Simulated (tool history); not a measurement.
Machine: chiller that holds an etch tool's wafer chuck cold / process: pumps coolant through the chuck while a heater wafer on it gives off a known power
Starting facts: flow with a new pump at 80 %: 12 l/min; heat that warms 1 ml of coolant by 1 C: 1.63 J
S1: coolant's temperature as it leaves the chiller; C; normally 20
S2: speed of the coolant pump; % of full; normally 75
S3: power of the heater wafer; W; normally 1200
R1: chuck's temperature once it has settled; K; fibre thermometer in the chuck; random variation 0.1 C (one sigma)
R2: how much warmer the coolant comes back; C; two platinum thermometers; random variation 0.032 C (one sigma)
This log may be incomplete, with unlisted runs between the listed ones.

{"run": 1, "hour": 0.0, "S1": 20, "S2": 75, "S3": 1200, "R1": 302.25, "R2": 3.9}
{"run": 2, "hour": 28.5, "S1": 11, "S2": 75, "S3": 1200, "R1": 293.35, "R2": 3.91}
{"run": 3, "hour": 74.8, "S1": 20, "S2": 75, "S3": 1200, "R1": 302.35, "R2": 3.91}
{"run": 4, "hour": 116.9, "S1": 20, "S2": 75, "S3": 1200, "R1": 302.35, "R2": 3.89}
{"run": 5, "hour": 156.3, "S1": 20, "S2": 75, "S3": 1383, "R1": 303.75, "R2": 4.5}
{"run": 6, "hour": 209.9, "S1": 20, "S2": 75, "S3": 1383, "R1": 303.85, "R2": 4.43}
{"run": 7, "hour": 264.3, "S1": 20, "S2": 75, "S3": 1383, "R1": 303.75, "R2": 4.45}
{"run": 8, "hour": 326.7, "S1": 20, "S2": 75, "S3": 1383, "R1": 303.75, "R2": 4.39}
{"run": 9, "hour": 383.2, "S1": 20, "S2": 75, "S3": 1200, "R1": 302.25, "R2": 3.75}
{"run": 10, "hour": 416.7, "S1": 20, "S2": 75, "S3": 876, "R1": 299.85, "R2": 2.65}
{"run": 11, "hour": 455.5, "S1": 20, "S2": 75, "S3": 876, "R1": 299.85, "R2": 2.68}
{"run": 12, "hour": 495.4, "S1": 20, "S2": 75, "S3": 876, "R1": 299.95, "R2": 2.65}
{"run": 13, "hour": 559.7, "S1": 20, "S2": 75, "S3": 1250, "R1": 302.85, "R2": 3.81}
{"run": 14, "hour": 620.9, "S1": 30, "S2": 75, "S3": 1200, "R1": 312.35, "R2": 3.71}
{"run": 15, "hour": 683.9, "S1": 30, "S2": 75, "S3": 1200, "R1": 312.35, "R2": 3.66}
{"run": 16, "hour": 720.1, "S1": 30, "S2": 75, "S3": 1200, "R1": 312.35, "R2": 3.58}
{"run": 17, "hour": 776.8, "S1": 13, "S2": 75, "S3": 1249, "R1": 295.55, "R2": 3.74}
{"hour": 821.6, "done": "gauge calibrated"}
{"run": 18, "hour": 822.1, "S1": 20, "S2": 86, "S3": 1200, "R1": 301.35, "R2": 3.4}
{"run": 19, "hour": 851.8, "S1": 26, "S2": 95, "S3": 1200, "R1": 306.95, "R2": 3.02}
{"run": 20, "hour": 896.9, "S1": 26, "S2": 95, "S3": 1200, "R1": 306.85, "R2": 3.02}
{"run": 21, "hour": 928.5, "S1": 26, "S2": 95, "S3": 1200, "R1": 306.75, "R2": 3}
{"run": 22, "hour": 991.6, "S1": 26, "S2": 95, "S3": 1200, "R1": 306.55, "R2": 2.95}
{"run": 23, "hour": 1032.7, "S1": 15, "S2": 64, "S3": 855, "R1": 295.65, "R2": 3.32}
{"run": 24, "hour": 1095.1, "S1": 28, "S2": 73, "S3": 678, "R1": 306.55, "R2": 2.16}
{"run": 25, "hour": 1157.6, "S1": 28, "S2": 73, "S3": 678, "R1": 306.55, "R2": 2.13}
{"run": 26, "hour": 1184.6, "S1": 28, "S2": 73, "S3": 678, "R1": 306.45, "R2": 2.09}
{"run": 27, "hour": 1247.8, "S1": 28, "S2": 73, "S3": 678, "R1": 306.35, "R2": 2.08}
{"run": 28, "hour": 1299.5, "S1": 20, "S2": 99, "S3": 1522, "R1": 302.45, "R2": 3.46}
{"run": 29, "hour": 1341.7, "S1": 22, "S2": 75, "S3": 1200, "R1": 304.35, "R2": 3.71}
{"run": 30, "hour": 1408.6, "S1": 22, "S2": 75, "S3": 1200, "R1": 304.55, "R2": 3.75}
{"run": 31, "hour": 1465.5, "S1": 10, "S2": 63, "S3": 663, "R1": 289.05, "R2": 2.37}

Consider 4 possible next runs. They are alternatives, not a sequence: every one starts from the tool as it was left by run 31. What does each give?
{"run": "A", "hour": 1497.2, "S1": 23, "S2": 73, "S3": 1011, "R1": "?", "R2": "?"}
{"run": "B", "hour": 1497.2, "S1": 17, "S2": 75, "S3": 1075, "R1": "?", "R2": "?"}
{"run": "C", "hour": 1497.2, "S1": 13, "S2": 92, "S3": 1200, "R1": "?", "R2": "?"}
{"run": "D", "hour": 1497.2, "S1": 20, "S2": 90, "S3": 1051, "R1": "?", "R2": "?"}

run=A R1=304.15 R2=3.12
run=B R1=298.45 R2=3.22
run=C R1=294.05 R2=2.84
run=D R1=299.85 R2=2.44
Stripped of hidden state, with their random variation kept, the same runs would have yielded:
run=A R1=304.05 R2=3.45
run=B R1=298.45 R2=3.55
run=C R1=294.05 R2=3.17
run=D R1=299.85 R2=2.77
